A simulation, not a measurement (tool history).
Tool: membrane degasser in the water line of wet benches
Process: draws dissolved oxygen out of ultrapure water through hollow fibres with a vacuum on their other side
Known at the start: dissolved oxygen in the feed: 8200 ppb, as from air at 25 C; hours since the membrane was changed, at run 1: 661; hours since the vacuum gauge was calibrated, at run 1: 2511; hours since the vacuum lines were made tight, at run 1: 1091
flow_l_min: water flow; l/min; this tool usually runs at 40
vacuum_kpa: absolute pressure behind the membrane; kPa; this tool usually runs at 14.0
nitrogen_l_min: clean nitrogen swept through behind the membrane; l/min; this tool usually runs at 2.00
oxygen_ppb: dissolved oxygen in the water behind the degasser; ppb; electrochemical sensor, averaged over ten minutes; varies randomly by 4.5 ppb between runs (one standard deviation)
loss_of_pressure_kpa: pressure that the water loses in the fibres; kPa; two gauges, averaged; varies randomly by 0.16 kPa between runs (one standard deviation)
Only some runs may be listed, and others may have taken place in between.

run	day	flow_l_min	vacuum_kpa	nitrogen_l_min	hours since the membrane was changed	hours since the vacuum gauge was calibrated	hours since the vacuum lines were made tight	oxygen_ppb	loss_of_pressure_kpa
1	0.000	40	14.0	2.00	661	2511	1091	642.5	39.00
2	2.062	40	14.0	2.00	710	2561	1141	646.9	39.17
3	3.812	37	14.0	2.00	752	2603	1183	565.2	36.28
4	5.412	37	14.0	2.00	791	2641	1221	575.2	35.92
5	7.788	37	14.0	2.00	848	2698	1278	582.3	36.18
6	9.633	37	14.0	2.00	892	2742	1323	581.3	36.20
7	11.567	37	14.0	2.00	939	2789	1369	575.3	36.40
8	13.729	33	14.0	2.00	990	2841	1421	491.4	32.04
9	16.729	33	14.0	2.00	1062	2913	1493	493.5	32.31
10	18.629	33	14.0	2.00	1108	2958	1538	493.3	32.36
11	19.979	28	14.0	2.00	1140	2991	1571	392.9	27.50
12	23.258	28	14.0	4.22	1219	3070	1650	221.5	27.51
13	24.846	40	14.0	2.00	1257	3108	1688	641.9	38.96
14	27.925	40	16.1	2.00	1331	3181	1762	736.7	39.01
15	30.108	40	16.1	2.00	1384	3234	1814	731.0	39.16
16	31.529	40	16.1	2.00	1418	3268	1848	727.0	39.20
17	33.721	40	16.1	2.59	1470	3321	1901	623.0	39.05
18	36.179	32	23.3	2.43	1529	3380	1960	664.1	31.56
19	38.096	61	17.2	4.04	1575	3426	2006	1040.4	60.09
20	39.729	61	17.2	4.04	1614	3465	2045	1040.9	59.96
21	42.308	40	14.0	5.79	1676	3527	2107	368.4	38.90
22	44.600	40	14.0	1.24	1731	3582	2162	872.8	39.23
23	47.271	40	14.0	1.24	1795	3646	2226	875.2	39.47
24	50.438	27	14.0	1.24	1871	3722	2302	550.2	26.64
25	51.996	40	10.3	2.00	1909	3759	2339	507.5	39.35
26	53.708	57	29.3	2.00	1950	3800	2380	1764.1	56.16
27	55.992	25	11.0	4.29	2005	3855	2435	144.7	24.17
28	57.808	32	29.5	4.68	2048	3899	2479	499.0	31.24
29	59.650	40	14.0	2.33	2093	3943	2523	600.2	39.40
30	62.129	40	14.0	2.33	2152	4002	2582	604.2	39.50
31	63.600	40	14.0	2.33	2187	4038	2618	602.3	39.33
32	66.721	54	29.1	1.19	2262	4113	2693	2174.3	53.12

Consider 3 possible next runs. They are alternatives, not a sequence: every one starts from the tool as it was left by run 32. What does each give?
A	69.271	46	29.1	1.19	2323	4174	2754	?	?
B	69.271	56	29.1	4.60	2323	4174	2754	?	?
C	69.271	41	8.9	1.12	2323	4174	2754	?	?

run	oxygen_ppb	loss_of_pressure_kpa
A	1921.4	45.51
B	1133.8	55.26
C	634.4	40.07
Had the tool no hidden state, the same runs would have come out as:
run	oxygen_ppb	loss_of_pressure_kpa
A	1884.5	44.90
B	1104.3	54.51
C	591.7	39.52
